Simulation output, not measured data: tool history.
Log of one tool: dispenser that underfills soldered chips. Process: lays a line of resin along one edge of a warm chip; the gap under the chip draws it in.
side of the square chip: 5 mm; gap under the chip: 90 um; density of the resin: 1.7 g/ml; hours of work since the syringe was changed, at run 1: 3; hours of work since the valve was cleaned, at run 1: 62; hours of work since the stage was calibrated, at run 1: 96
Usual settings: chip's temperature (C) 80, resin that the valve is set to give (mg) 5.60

run	hour	chip's temperature (C)	resin that the valve is set to give (mg)	hours of work since the syringe was changed	hours of work since the valve was cleaned	hours of work since the stage was calibrated	time until the resin shows at the far edge (s)	resin that the valve gave (mg)
1	0.0	80	5.60	3	62	96	13.1	5.40
2	4.0	73	5.60	6	65	99	22.8	5.38
# hour 6.1: new syringe of resin
3	11.0	68	5.60	4	71	105	22.9	5.41
# hour 16.0: new syringe of resin
4	18.0	80	7.04	2	76	110	12.8	6.73
5	22.2	80	7.04	5	79	113	14.7	6.72
# hour 25.9: new syringe of resin
6	28.2	80	5.60	2	83	118	12.6	5.30
7	33.4	69	5.60	6	88	122	25.4	5.34
# hour 35.4: new syringe of resin
8	38.1	69	5.60	2	91	125	19.4	5.27
9	43.7	80	7.10	6	95	129	16.3	6.74
# hour 45.3: new syringe of resin
10	47.4	80	5.43	2	98	132	12.7	5.09
11	53.4	80	5.43	6	103	137	17.7	5.11
# hour 55.2: new syringe of resin
12	57.3	80	5.43	2	105	140	12.6	5.11
13	60.5	80	5.60	4	108	142	14.6	5.31
# hour 64.9: new syringe of resin
14	65.0	72	5.60	0	111	145	15.3	5.23
15	69.6	90	5.60	4	115	149	9.5	5.22
16	73.4	90	5.60	7	118	152	11.8	5.22
# hour 74.9: new syringe of resin
17	78.2	90	5.60	3	121	155	9.0	5.23
18	83.4	65	6.39	7	125	160	30.2	5.91
# hour 84.6: new syringe of resin
19	88.0	83	6.35	3	129	163	11.5	5.86
# hour 90.5: dispensing valve cleaned and set on the balance
20	92.0	94	5.73	5	1	165	9.0	5.73
# hour 95.6: new syringe of resin
21	95.6	66	6.93	0	4	168	19.0	6.94
22	101.3	91	4.93	4	8	172	10.1	4.90
# hour 105.3: new syringe of resin
23	106.6	70	5.89	1	12	176	17.2	5.86
24	111.1	85	6.95	5	16	180	11.7	6.87
# hour 115.1: new syringe of resin
25	115.5	82	6.48	0	19	183	10.4	6.43
26	122.1	89	5.77	6	24	188	11.0	5.68
# hour 124.9: new syringe of resin
27	127.6	93	5.61	2	28	192	7.5	5.52
28	133.1	93	5.61	6	32	196	10.0	5.51
# hour 134.6: new syringe of resin
29	139.9	85	4.93	4	37	201	12.4	4.85
# hour 144.2: new syringe of resin
30	144.9	85	5.77	1	41	205	8.8	5.67
31	151.0	85	5.77	5	46	210	12.9	5.60
# hour 153.9: new syringe of resin
32	158.2	72	5.60	3	51	215	18.3	5.42
33	162.1	75	5.91	6	54	218	19.8	5.74

How the hidden state differs across the entries between the runs, from the last listed run before each to the first after it:
Between runs 2 and 3: new syringe of resin (hour 6.1)
  resin's viscosity, % of fresh resin's: 147.2 -> 128.8; dose that the valve gives, % of what is set: 96.24 -> 95.95; true chip temperature over the reading, C: 0.33 -> 0.35
  measured less the result without the state, time until the resin shows at the far edge (s): +7.2 -> +5.1; resin that the valve gave (mg): -0.21 -> -0.22
Between runs 3 and 4: new syringe of resin (hour 16.0)
  resin's viscosity, % of fresh resin's: 128.8 -> 111.2; dose that the valve gives, % of what is set: 95.95 -> 95.66; true chip temperature over the reading, C: 0.35 -> 0.37
  measured less the result without the state, time until the resin shows at the far edge (s): +5.1 -> +1.1; resin that the valve gave (mg): -0.22 -> -0.31
Between runs 5 and 6: new syringe of resin (hour 25.9)
  resin's viscosity, % of fresh resin's: 137.2 -> 111.2; dose that the valve gives, % of what is set: 95.48 -> 95.23; true chip temperature over the reading, C: 0.38 -> 0.39
  measured less the result without the state, time until the resin shows at the far edge (s): +3.9 -> +1.2; resin that the valve gave (mg): -0.32 -> -0.27
Between runs 7 and 8: new syringe of resin (hour 35.4)
  resin's viscosity, % of fresh resin's: 143.6 -> 114; dose that the valve gives, % of what is set: 94.99 -> 94.81; true chip temperature over the reading, C: 0.4 -> 0.41
  measured less the result without the state, time until the resin shows at the far edge (s): +7.6 -> +2.3; resin that the valve gave (mg): -0.28 -> -0.29
Between runs 9 and 10: new syringe of resin (hour 45.3)
  resin's viscosity, % of fresh resin's: 150.4 -> 113.8; dose that the valve gives, % of what is set: 94.55 -> 94.4
  measured less the result without the state, time until the resin shows at the far edge (s): +5.4 -> +1.6; resin that the valve gave (mg): -0.39 -> -0.30
Between runs 11 and 12: new syringe of resin (hour 55.2)
  resin's viscosity, % of fresh resin's: 152.6 -> 110.6; dose that the valve gives, % of what is set: 94.12 -> 93.95; true chip temperature over the reading, C: 0.45 -> 0.46
  measured less the result without the state, time until the resin shows at the far edge (s): +5.9 -> +1.1; resin that the valve gave (mg): -0.32 -> -0.33
Between runs 13 and 14: new syringe of resin (hour 64.9)
  resin's viscosity, % of fresh resin's: 129.8 -> 98.9; dose that the valve gives, % of what is set: 93.82 -> 93.63; true chip temperature over the reading, C: 0.46 -> 0.47
  measured less the result without the state, time until the resin shows at the far edge (s): +3.4 -> -0.2; resin that the valve gave (mg): -0.35 -> -0.36
Between runs 16 and 17: new syringe of resin (hour 74.9)
  resin's viscosity, % of fresh resin's: 149.7 -> 117.2; dose that the valve gives, % of what is set: 93.28 -> 93.07; true chip temperature over the reading, C: 0.49 -> 0.51
  measured less the result without the state, time until the resin shows at the far edge (s): +3.8 -> +1.3; resin that the valve gave (mg): -0.38 -> -0.38
Between runs 18 and 19: new syringe of resin (hour 84.6)
  resin's viscosity, % of fresh resin's: 151.9 -> 117.4; dose that the valve gives, % of what is set: 92.83 -> 92.62; true chip temperature over the reading, C: 0.52 -> 0.53
  measured less the result without the state, time until the resin shows at the far edge (s): +10.0 -> +1.6; resin that the valve gave (mg): -0.46 -> -0.46
Between runs 19 and 20: dispensing valve cleaned and set on the balance (hour 90.5)
  resin's viscosity, % of fresh resin's: 117.4 -> 136.3; dose that the valve gives, % of what is set: 92.62 -> 99.97
  measured less the result without the state, time until the resin shows at the far edge (s): +1.6 -> +2.3; resin that the valve gave (mg): -0.46 -> +0.00
Between runs 20 and 21: new syringe of resin (hour 95.6)
  resin's viscosity, % of fresh resin's: 136.3 -> 99.7; dose that the valve gives, % of what is set: 99.97 -> 99.82; true chip temperature over the reading, C: 0.53 -> 0.54
  measured less the result without the state, time until the resin shows at the far edge (s): +2.3 -> -0.5; resin that the valve gave (mg): +0.00 -> -0.02
Between runs 22 and 23: new syringe of resin (hour 105.3)
  resin's viscosity, % of fresh resin's: 132.5 -> 106; dose that the valve gives, % of what is set: 99.58 -> 99.36; true chip temperature over the reading, C: 0.56 -> 0.57
  measured less the result without the state, time until the resin shows at the far edge (s): +2.4 -> +0.6; resin that the valve gave (mg): -0.02 -> -0.04
Between runs 24 and 25: new syringe of resin (hour 115.1)
  resin's viscosity, % of fresh resin's: 132.8 -> 103.9; dose that the valve gives, % of what is set: 99.17 -> 99; true chip temperature over the reading, C: 0.58 -> 0.59
  measured less the result without the state, time until the resin shows at the far edge (s): +2.8 -> +0.1; resin that the valve gave (mg): -0.06 -> -0.06
Between runs 26 and 27: new syringe of resin (hour 124.9)
  resin's viscosity, % of fresh resin's: 144.5 -> 115.6; dose that the valve gives, % of what is set: 98.69 -> 98.47; true chip temperature over the reading, C: 0.61 -> 0.62
  measured less the result without the state, time until the resin shows at the far edge (s): +3.4 -> +1.0; resin that the valve gave (mg): -0.08 -> -0.09
Between runs 28 and 29: new syringe of resin (hour 134.6)
  resin's viscosity, % of fresh resin's: 152.1 -> 131.2; dose that the valve gives, % of what is set: 98.22 -> 97.96; true chip temperature over the reading, C: 0.63 -> 0.64
  measured less the result without the state, time until the resin shows at the far edge (s): +3.4 -> +2.8; resin that the valve gave (mg): -0.10 -> -0.10
Between runs 29 and 30: new syringe of resin (hour 144.2)
  resin's viscosity, % of fresh resin's: 131.2 -> 102.9; dose that the valve gives, % of what is set: 97.96 -> 97.76; true chip temperature over the reading, C: 0.64 -> 0.66
  measured less the result without the state, time until the resin shows at the far edge (s): +2.8 -> +0.1; resin that the valve gave (mg): -0.10 -> -0.13
Between runs 31 and 32: new syringe of resin (hour 153.9)
  resin's viscosity, % of fresh resin's: 139.2 -> 123.9; dose that the valve gives, % of what is set: 97.49 -> 97.2; true chip temperature over the reading, C: 0.67 -> 0.69
  measured less the result without the state, time until the resin shows at the far edge (s): +3.3 -> +3.2; resin that the valve gave (mg): -0.15 -> -0.15
